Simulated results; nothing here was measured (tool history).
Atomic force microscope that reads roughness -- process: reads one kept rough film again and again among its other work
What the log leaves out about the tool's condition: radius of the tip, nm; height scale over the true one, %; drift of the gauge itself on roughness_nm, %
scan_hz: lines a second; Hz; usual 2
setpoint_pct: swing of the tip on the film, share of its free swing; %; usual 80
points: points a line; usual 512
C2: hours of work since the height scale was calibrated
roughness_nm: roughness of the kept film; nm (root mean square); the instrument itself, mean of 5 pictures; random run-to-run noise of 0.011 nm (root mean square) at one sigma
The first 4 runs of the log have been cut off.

run 5 hour=136.7 | scan_hz=1.3 setpoint_pct=80 points=512 | pictures_with_this_tip=140 C2=1074 | roughness_nm=2.449
-- hour=148.6 new tip fitted
run 6 hour=171.2 | scan_hz=1.3 setpoint_pct=80 points=512 | pictures_with_this_tip=25 C2=1091 | roughness_nm=2.654
run 7 hour=198.4 | scan_hz=2 setpoint_pct=80 points=512 | pictures_with_this_tip=55 C2=1106 | roughness_nm=2.517
run 8 hour=219.5 | scan_hz=2 setpoint_pct=89 points=512 | pictures_with_this_tip=78 C2=1117 | roughness_nm=2.377
run 9 hour=244.4 | scan_hz=0.98 setpoint_pct=80 points=512 | pictures_with_this_tip=106 C2=1129 | roughness_nm=2.534
-- hour=284.8 new tip fitted
run 10 hour=292.4 | scan_hz=2 setpoint_pct=80 points=512 | pictures_with_this_tip=8 C2=1154 | roughness_nm=2.594
run 11 hour=322.1 | scan_hz=2 setpoint_pct=80 points=512 | pictures_with_this_tip=41 C2=1169 | roughness_nm=2.54
run 12 hour=353.7 | scan_hz=2 setpoint_pct=80 points=512 | pictures_with_this_tip=76 C2=1186 | roughness_nm=2.5
run 13 hour=401.1 | scan_hz=2 setpoint_pct=80 points=512 | pictures_with_this_tip=129 C2=1211 | roughness_nm=2.37
-- hour=420.3 new tip fitted
run 14 hour=430.7 | scan_hz=2 setpoint_pct=80 points=512 | pictures_with_this_tip=11 C2=1226 | roughness_nm=2.618
run 15 hour=452.8 | scan_hz=2 setpoint_pct=80 points=328 | pictures_with_this_tip=36 C2=1237 | roughness_nm=2.558
run 16 hour=490.4 | scan_hz=2 setpoint_pct=80 points=328 | pictures_with_this_tip=78 C2=1257 | roughness_nm=2.475
run 17 hour=526.6 | scan_hz=2 setpoint_pct=80 points=754 | pictures_with_this_tip=118 C2=1275 | roughness_nm=2.427
-- hour=556.2 new tip fitted
run 18 hour=567.3 | scan_hz=2 setpoint_pct=80 points=512 | pictures_with_this_tip=12 C2=1296 | roughness_nm=2.59
run 19 hour=590.3 | scan_hz=2 setpoint_pct=80 points=512 | pictures_with_this_tip=38 C2=1308 | roughness_nm=2.536
run 20 hour=629 | scan_hz=2 setpoint_pct=80 points=512 | pictures_with_this_tip=81 C2=1328 | roughness_nm=2.478
run 21 hour=670.5 | scan_hz=2 setpoint_pct=80 points=694 | pictures_with_this_tip=127 C2=1350 | roughness_nm=2.417
-- hour=691.4 new tip fitted
run 22 hour=716.3 | scan_hz=2 setpoint_pct=80 points=694 | pictures_with_this_tip=27 C2=1373 | roughness_nm=2.588
run 23 hour=740.6 | scan_hz=2 setpoint_pct=80 points=407 | pictures_with_this_tip=54 C2=1386 | roughness_nm=2.51
run 24 hour=765.3 | scan_hz=2 setpoint_pct=80 points=407 | pictures_with_this_tip=82 C2=1399 | roughness_nm=2.49
run 25 hour=807.4 | scan_hz=2 setpoint_pct=80 points=407 | pictures_with_this_tip=128 C2=1421 | roughness_nm=2.37
-- hour=827.7 new tip fitted
run 26 hour=851.3 | scan_hz=2 setpoint_pct=80 points=512 | pictures_with_this_tip=26 C2=1443 | roughness_nm=2.558
run 27 hour=873 | scan_hz=2 setpoint_pct=80 points=512 | pictures_with_this_tip=50 C2=1454 | roughness_nm=2.525
run 28 hour=918.4 | scan_hz=1.56 setpoint_pct=57 points=512 | pictures_with_this_tip=101 C2=1478 | roughness_nm=2.626
-- hour=922.6 height scale calibrated on a step standard
run 29 hour=947.7 | scan_hz=1.56 setpoint_pct=57 points=512 | pictures_with_this_tip=132 C2=13 | roughness_nm=2.507

The next listed run, before its measurement:
-- hour=967.2 new tip fitted
run 30 hour=968.3 | scan_hz=2.58 setpoint_pct=77 points=512 | pictures_with_this_tip=1 C2=23 | roughness_nm=?

{"run 30": {"roughness_nm": 2.554}}
Had the tool carried no hidden state, the very same run would have given roughness_nm 2.638 nm (root mean square).

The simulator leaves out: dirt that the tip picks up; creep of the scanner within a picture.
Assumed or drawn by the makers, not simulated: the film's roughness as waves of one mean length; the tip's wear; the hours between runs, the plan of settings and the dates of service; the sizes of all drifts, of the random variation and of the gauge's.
